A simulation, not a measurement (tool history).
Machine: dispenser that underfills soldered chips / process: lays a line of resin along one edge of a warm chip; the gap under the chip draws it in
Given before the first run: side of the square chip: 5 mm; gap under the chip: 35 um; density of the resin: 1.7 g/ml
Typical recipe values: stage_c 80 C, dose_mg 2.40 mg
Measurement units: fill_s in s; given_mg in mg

run,hour,stage_c,dose_mg,fill_s,given_mg
1,0.0,80,2.40,55.4,2.37
# hour 6.9: new syringe of resin
2,7.0,80,2.40,51.6,2.38
# hour 16.4: new syringe of resin
3,20.9,80,2.40,61.4,2.33
# hour 25.5: new syringe of resin
# hour 34.8: new syringe of resin
4,35.1,80,2.40,50.0,2.33
5,41.6,80,2.40,72.8,2.31
# hour 44.3: new syringe of resin
# hour 46.6: dispensing valve cleaned and set on the balance
# hour 54.3: new syringe of resin
6,56.8,68,2.40,104.1,2.39
# hour 64.3: new syringe of resin
7,69.9,68,2.40,123.6,2.38
# hour 73.4: new syringe of resin
8,81.3,79,2.40,82.9,2.36
# hour 82.4: new syringe of resin
9,90.2,79,2.40,80.2,2.33
# hour 91.8: new syringe of resin
# hour 101.6: new syringe of resin
10,102.3,79,2.40,55.9,2.33
# hour 110.9: dispensing valve cleaned and set on the balance
# hour 112.2: new syringe of resin
11,116.6,79,2.40,65.0,2.40
# hour 122.0: new syringe of resin
12,124.9,86,2.39,42.6,2.36
# hour 131.4: new syringe of resin
13,133.3,86,2.39,40.5,2.35
# hour 140.8: new syringe of resin
14,145.5,92,2.64,35.8,2.60
# hour 150.3: new syringe of resin
15,153.7,82,2.12,55.8,2.11
# hour 159.2: new syringe of resin
16,165.6,65,3.00,152.4,2.93

What will run 17 give?
# hour 168.5: new syringe of resin
# hour 175.1: dispensing valve cleaned and set on the balance
17,176.1,65,3.00,?,?

{"run 17": {"fill_s": 149.4, "given_mg": 3.02}}
With the hidden condition absent and the run-to-run variation left alone, this run would have shown fill_s 110.1 s, given_mg 3.02 mg.
